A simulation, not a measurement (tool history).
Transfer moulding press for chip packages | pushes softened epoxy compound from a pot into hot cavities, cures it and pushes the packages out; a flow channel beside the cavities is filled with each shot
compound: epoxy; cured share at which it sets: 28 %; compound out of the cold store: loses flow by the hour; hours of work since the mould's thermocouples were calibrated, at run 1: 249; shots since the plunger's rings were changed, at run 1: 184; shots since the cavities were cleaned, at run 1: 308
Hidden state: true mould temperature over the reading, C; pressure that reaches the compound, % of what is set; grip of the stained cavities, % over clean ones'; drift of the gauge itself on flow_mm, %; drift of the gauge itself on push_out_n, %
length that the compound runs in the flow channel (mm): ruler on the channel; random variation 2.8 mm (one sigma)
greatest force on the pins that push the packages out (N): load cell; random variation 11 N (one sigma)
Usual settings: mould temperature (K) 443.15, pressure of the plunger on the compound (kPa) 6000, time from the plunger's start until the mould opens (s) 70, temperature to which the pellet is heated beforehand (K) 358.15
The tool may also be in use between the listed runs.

run,hour,mould temperature (K),pressure of the plunger on the compound (kPa),time from the plunger's start until the mould opens (s),temperature to which the pellet is heated beforehand (K),hours of work since the mould's thermocouples were calibrated,shots since the plunger's rings were changed,shots since the cavities were cleaned,incoming compound's hours out of the cold store,length that the compound runs in the flow channel (mm),greatest force on the pins that push the packages out (N)
1,0,443.15,6000,70,358.15,249,184,308,36.2,862,633
2,13.1,443.15,6000,70,367.15,257,366,490,23,893,675
# hour 15.7: cavities cleaned with cleaning compound and waxed
3,31.1,443.15,6000,70,367.15,267,594,214,38,848,640
4,50.7,443.15,6000,70,367.15,279,865,485,10.3,924,709
# hour 54.1: cavities cleaned with cleaning compound and waxed
5,71.8,443.15,6000,52,367.15,291,1136,245,8.7,931,1392
6,88.2,443.15,6000,70,352.15,301,1363,472,20.8,898,750
# hour 92.8: cavities cleaned with cleaning compound and waxed
7,111.1,443.15,6000,70,358.15,314,1659,253,33.6,856,659
8,125.2,443.15,6000,70,351.15,323,1855,449,38.6,841,712
# hour 131.5: cavities cleaned with cleaning compound and waxed
9,141.3,443.15,6000,70,356.15,332,2056,135,31.8,856,648
10,162.3,443.15,6000,70,356.15,345,2347,426,37.7,842,715
# hour 169.8: cavities cleaned with cleaning compound and waxed
11,176.3,443.15,6000,70,358.15,353,2520,90,46.9,818,584
# hour 180.6: plunger's sealing rings changed
12,197.2,443.15,7070,70,358.15,364,230,345,43.5,916,662
# hour 210.2: cavities cleaned with cleaning compound and waxed
13,219.9,443.15,7070,70,358.15,377,524,134,15.1,1000,642
14,232.1,443.15,6000,70,361.15,384,692,302,23.7,893,685
# hour 249.2: cavities cleaned with cleaning compound and waxed
15,254.1,443.15,6000,70,361.15,397,976,67,33.3,864,586
16,268.5,443.15,6000,70,361.15,406,1176,267,33.3,866,679
# hour 288.2: cavities cleaned with cleaning compound and waxed
17,290.3,446.15,6720,76,357.15,418,1457,30,20.4,939,393
18,300.3,446.15,5440,91,363.15,425,1595,168,19.5,847,376
19,312.3,445.15,4830,72,364.15,432,1762,335,19.1,804,557
# hour 326.3: cavities cleaned with cleaning compound and waxed
20,333.9,449.15,7240,90,353.15,444,2040,106,41.5,901,339
21,348.3,440.15,5100,99,354.15,453,2240,306,44.5,769,410
22,361.7,443.15,4900,70,359.15,462,2424,490,31.1,776,727
# hour 364.6: cavities cleaned with cleaning compound and waxed
# hour 375.4: plunger's sealing rings changed
23,384.3,448.15,6000,70,356.15,473,125,240,15.4,907,502
24,402.6,443.15,4690,52,353.15,484,377,492,35,767,1600
# hour 406.2: cavities cleaned with cleaning compound and waxed
25,413.5,447.15,6000,89,358.15,490,507,101,35.1,853,329
26,428,447.15,6000,89,358.15,499,708,302,19.3,893,377
# hour 444.8: cavities cleaned with cleaning compound and waxed
27,446.6,437.15,5350,72,354.15,510,945,25,37.6,822,806

How the hidden state differs across the entries between the runs, from the last listed run before each to the first after it:
Between runs 2 and 3: cavities cleaned with cleaning compound and waxed (hour 15.7)
  true mould temperature over the reading, C: -0.53 -> -0.55; pressure that reaches the compound, % of what is set: 98.81 -> 98.38; grip of the stained cavities, % over clean ones': 30.2 -> 18.3
  measured less the result without the state, length that the compound runs in the flow channel (mm): -4 -> -6; greatest force on the pins that push the packages out (N): +174 -> +118
Between runs 4 and 5: cavities cleaned with cleaning compound and waxed (hour 54.1)
  true mould temperature over the reading, C: -0.57 -> -0.58; pressure that reaches the compound, % of what is set: 97.81 -> 97.24; grip of the stained cavities, % over clean ones': 32.6 -> 19.6
  measured less the result without the state, length that the compound runs in the flow channel (mm): -8 -> -12; greatest force on the pins that push the packages out (N): +193 -> +257
Between runs 6 and 7: cavities cleaned with cleaning compound and waxed (hour 92.8)
  true mould temperature over the reading, C: -0.6 -> -0.61; pressure that reaches the compound, % of what is set: 96.78 -> 96.17; grip of the stained cavities, % over clean ones': 31.1 -> 20.9
  measured less the result without the state, length that the compound runs in the flow channel (mm): -13 -> -15; greatest force on the pins that push the packages out (N): +203 -> +136
Between runs 8 and 9: cavities cleaned with cleaning compound and waxed (hour 131.5)
  true mould temperature over the reading, C: -0.63 -> -0.64; pressure that reaches the compound, % of what is set: 95.76 -> 95.35; grip of the stained cavities, % over clean ones': 30.8 -> 13.1
  measured less the result without the state, length that the compound runs in the flow channel (mm): -16 -> -19; greatest force on the pins that push the packages out (N): +192 -> +100
Between runs 10 and 11: cavities cleaned with cleaning compound and waxed (hour 169.8)
  true mould temperature over the reading, C: -0.66 -> -0.67; pressure that reaches the compound, % of what is set: 94.72 -> 94.39; grip of the stained cavities, % over clean ones': 29 -> 8.3
  measured less the result without the state, length that the compound runs in the flow channel (mm): -21 -> -23; greatest force on the pins that push the packages out (N): +187 -> +68
Between runs 11 and 12: plunger's sealing rings changed (hour 180.6)
  true mould temperature over the reading, C: -0.67 -> -0.68; pressure that reaches the compound, % of what is set: 94.39 -> 99.39; grip of the stained cavities, % over clean ones': 8.3 -> 24
  measured less the result without the state, length that the compound runs in the flow channel (mm): -23 -> -1; greatest force on the pins that push the packages out (N): +68 -> +151
Between runs 12 and 13: cavities cleaned with cleaning compound and waxed (hour 210.2)
  true mould temperature over the reading, C: -0.68 -> -0.7; pressure that reaches the compound, % of what is set: 99.39 -> 98.78; grip of the stained cavities, % over clean ones': 24 -> 11.8
  measured less the result without the state, length that the compound runs in the flow channel (mm): -1 -> -4; greatest force on the pins that push the packages out (N): +151 -> +95
Between runs 14 and 15: cavities cleaned with cleaning compound and waxed (hour 249.2)
  true mould temperature over the reading, C: -0.71 -> -0.73; pressure that reaches the compound, % of what is set: 98.45 -> 97.94; grip of the stained cavities, % over clean ones': 22.3 -> 7.7
  measured less the result without the state, length that the compound runs in the flow channel (mm): -5 -> -7; greatest force on the pins that push the packages out (N): +152 -> +67
Between runs 16 and 17: cavities cleaned with cleaning compound and waxed (hour 288.2)
  true mould temperature over the reading, C: -0.74 -> -0.76; pressure that reaches the compound, % of what is set: 97.52 -> 96.98; grip of the stained cavities, % over clean ones': 22.3 -> 4.3
  measured less the result without the state, length that the compound runs in the flow channel (mm): -9 -> -13; greatest force on the pins that push the packages out (N): +151 -> +30
Between runs 19 and 20: cavities cleaned with cleaning compound and waxed (hour 326.3)
  true mould temperature over the reading, C: -0.78 -> -0.79; pressure that reaches the compound, % of what is set: 96.33 -> 95.76; grip of the stained cavities, % over clean ones': 24.9 -> 11.4
  measured less the result without the state, length that the compound runs in the flow channel (mm): -13 -> -17; greatest force on the pins that push the packages out (N): +131 -> +36
Between runs 22 and 23: cavities cleaned with cleaning compound and waxed (hour 364.6); plunger's sealing rings changed (hour 375.4)
  true mould temperature over the reading, C: -0.82 -> -0.83; pressure that reaches the compound, % of what is set: 94.93 -> 99; grip of the stained cavities, % over clean ones': 32.9 -> 19.4
  measured less the result without the state, length that the compound runs in the flow channel (mm): -19 -> -3; greatest force on the pins that push the packages out (N): +207 -> +100
Between runs 24 and 25: cavities cleaned with cleaning compound and waxed (hour 406.2)
  true mould temperature over the reading, C: -0.85 -> -0.86; pressure that reaches the compound, % of what is set: 98.47 -> 98.2; grip of the stained cavities, % over clean ones': 32.9 -> 8.7
  measured less the result without the state, length that the compound runs in the flow channel (mm): -4 -> -5; greatest force on the pins that push the packages out (N): +437 -> +30
Between runs 26 and 27: cavities cleaned with cleaning compound and waxed (hour 444.8)
  true mould temperature over the reading, C: -0.87 -> -0.89; pressure that reaches the compound, % of what is set: 97.81 -> 97.34; grip of the stained cavities, % over clean ones': 23.1 -> 5.5
  measured less the result without the state, length that the compound runs in the flow channel (mm): -8 -> -9; greatest force on the pins that push the packages out (N): +75 -> +87
